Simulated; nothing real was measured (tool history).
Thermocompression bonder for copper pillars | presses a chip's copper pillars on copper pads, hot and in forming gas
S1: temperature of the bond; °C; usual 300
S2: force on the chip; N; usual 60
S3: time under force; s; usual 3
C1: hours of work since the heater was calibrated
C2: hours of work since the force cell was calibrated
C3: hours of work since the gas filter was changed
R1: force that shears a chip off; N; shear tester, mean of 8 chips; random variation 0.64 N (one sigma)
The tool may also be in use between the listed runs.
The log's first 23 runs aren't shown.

run   hour   S1  S2  S3   C1  C2  C3    R1
 24  174.5  325  75   5  398  15  44  83.7
     182.3  -- force cell calibrated, once more
 25  186.4  325  75   5  405   3  51  86.8
 26  194.7  312  40   2  411   9  57  29.1
 27  199.8  309  46   2  414  12  61  32.9
 28    210  310  61   4  421  19  68  58.7
 29  214.7  310  39   4  425  22  71  37.2
 30  221.3  323  39   2  429  27  75  31.8
 31  226.1  323  39   2  432  30  79  32.2
 32  234.8  300  81   3  438  36  85  59.3

4 ways to go on from here, each from the tool as it stands after run 32. What would each give?
  A  244.9  315  47   2  445  43  92   ?
  B  244.9  300  60   2  445  43  92   ?
  C  244.9  295  60   3  445  43  92   ?
  D  244.9  300  87   3  445  43  92   ?

run    R1
  A  36.8
  B  38.2
  C    42
  D  63.8
Without the tool's hidden state the same runs would have given:
run    R1
  A  41.5
  B  43.2
  C  47.5
  D  70.9

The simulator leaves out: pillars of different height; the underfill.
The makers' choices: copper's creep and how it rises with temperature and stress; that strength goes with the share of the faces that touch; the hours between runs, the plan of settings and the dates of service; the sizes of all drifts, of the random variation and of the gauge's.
